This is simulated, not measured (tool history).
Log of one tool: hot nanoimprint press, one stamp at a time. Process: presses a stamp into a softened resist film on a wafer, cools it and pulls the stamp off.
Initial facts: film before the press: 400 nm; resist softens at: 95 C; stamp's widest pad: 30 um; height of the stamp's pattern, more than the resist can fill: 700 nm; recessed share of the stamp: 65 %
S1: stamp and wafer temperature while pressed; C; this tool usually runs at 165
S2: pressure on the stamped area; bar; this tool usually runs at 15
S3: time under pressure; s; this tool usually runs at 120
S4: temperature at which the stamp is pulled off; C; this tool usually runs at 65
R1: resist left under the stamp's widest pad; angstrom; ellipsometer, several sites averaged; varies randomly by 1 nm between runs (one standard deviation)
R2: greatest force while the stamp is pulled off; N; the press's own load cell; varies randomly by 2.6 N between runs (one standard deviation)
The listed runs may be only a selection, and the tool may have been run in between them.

| run | hour | S1 | S2 | S3 | S4 | R1 | R2 |
|---|---|---|---|---|---|---|---|
| 1 | 0 | 165 | 15 | 120 | 65 | 2067 | 118 |
| 2 | 29.5 | 165 | 15 | 120 | 65 | 2054 | 122 |
| 3 | 52.4 | 165 | 15 | 120 | 65 | 2085 | 123 |
| 4 | 81 | 165 | 15 | 120 | 65 | 2084 | 121 |
| 5 | 117.5 | 165 | 15 | 120 | 65 | 2069 | 125 |
| 6 | 164.4 | 165 | 15 | 120 | 64 | 2057 | 124 |
| 7 | 207.4 | 165 | 15 | 120 | 64 | 2064 | 127 |
| 8 | 251.5 | 165 | 15 | 120 | 70 | 2081 | 109 |
| 9 | 286.1 | 165 | 15 | 120 | 70 | 2073 | 107 |
| 10 | 308.9 | 165 | 15 | 120 | 52 | 2061 | 163 |
| 11 | 334 | 165 | 9.4 | 120 | 65 | 2424 | 124 |
| 12 | 358.3 | 165 | 15 | 173 | 65 | 1773 | 122 |
| 13 | 395.2 | 165 | 15 | 173 | 65 | 1779 | 120 |
| 14 | 418.1 | 160 | 15 | 173 | 65 | 2358 | 123 |
| 15 | 452.9 | 160 | 19.4 | 173 | 65 | 2135 | 118 |
|  | 468.1 | plate thermocouple calibrated |
| 16 | 476 | 160 | 15.8 | 173 | 63 | 2308 | 126 |
| 17 | 518.7 | 160 | 15.8 | 173 | 63 | 2281 | 129 |
| 18 | 551.4 | 160 | 15.8 | 173 | 63 | 2301 | 132 |
| 19 | 596.5 | 160 | 15.8 | 173 | 63 | 2293 | 130 |
| 20 | 634.2 | 172 | 17.4 | 113 | 52 | 1328 | 164 |
| 21 | 678.9 | 165 | 15.1 | 62 | 64 | 2540 | 125 |
| 22 | 701.3 | 173 | 17.9 | 120 | 65 | 1208 | 127 |
| 23 | 732.2 | 173 | 17.9 | 120 | 65 | 1206 | 120 |
|  | 762.4 | stamp cleaned and given a new release coat |
| 24 | 764.5 | 173 | 17.9 | 236 | 58 | 876 | 143 |
| 25 | 794.2 | 173 | 17.9 | 236 | 58 | 877 | 143 |
| 26 | 826.3 | 173 | 17.9 | 236 | 58 | 888 | 138 |
| 27 | 846.4 | 173 | 17.9 | 236 | 58 | 888 | 151 |
| 28 | 881.3 | 165 | 12 | 99 | 73 | 2355 | 96 |
| 29 | 903.1 | 175 | 15 | 120 | 50 | 1151 | 165 |
| 30 | 932.2 | 175 | 15 | 120 | 50 | 1152 | 166 |

Some steps in R1 between neighbouring runs. How much of each would the tool show without its hidden state too (settings, what came in, random variation), and how much is left for the hidden state, with any gauge scatter that isn't in both results?
What the log doesn't record here: true temperature over the reading, C; pressure that arrives at the usual setting, %; grip of the stamp's worn release coat, % over a new coat's; drift of the gauge itself on residual_nm, %; drift of the gauge itself on pull_off_n, %.
Run 20 -> 21: S1 172 -> 165, S2 17.4 -> 15.1, S3 113 -> 62, S4 52 -> 64. R1 +1212 angstrom: hidden state -18, all else +1230.
Run 21 -> 22: S1 165 -> 173, S2 15.1 -> 17.9, S3 62 -> 120, S4 64 -> 65. R1 -1332 angstrom: hidden state +18, all else -1350.
Run 27 -> 28: S1 173 -> 165, S2 17.9 -> 12, S3 236 -> 99, S4 58 -> 73. R1 +1467 angstrom: hidden state -26, all else +1493.
Run 28 -> 29: S1 165 -> 175, S2 12 -> 15, S3 99 -> 120, S4 73 -> 50. R1 -1204 angstrom: hidden state +20, all else -1224.

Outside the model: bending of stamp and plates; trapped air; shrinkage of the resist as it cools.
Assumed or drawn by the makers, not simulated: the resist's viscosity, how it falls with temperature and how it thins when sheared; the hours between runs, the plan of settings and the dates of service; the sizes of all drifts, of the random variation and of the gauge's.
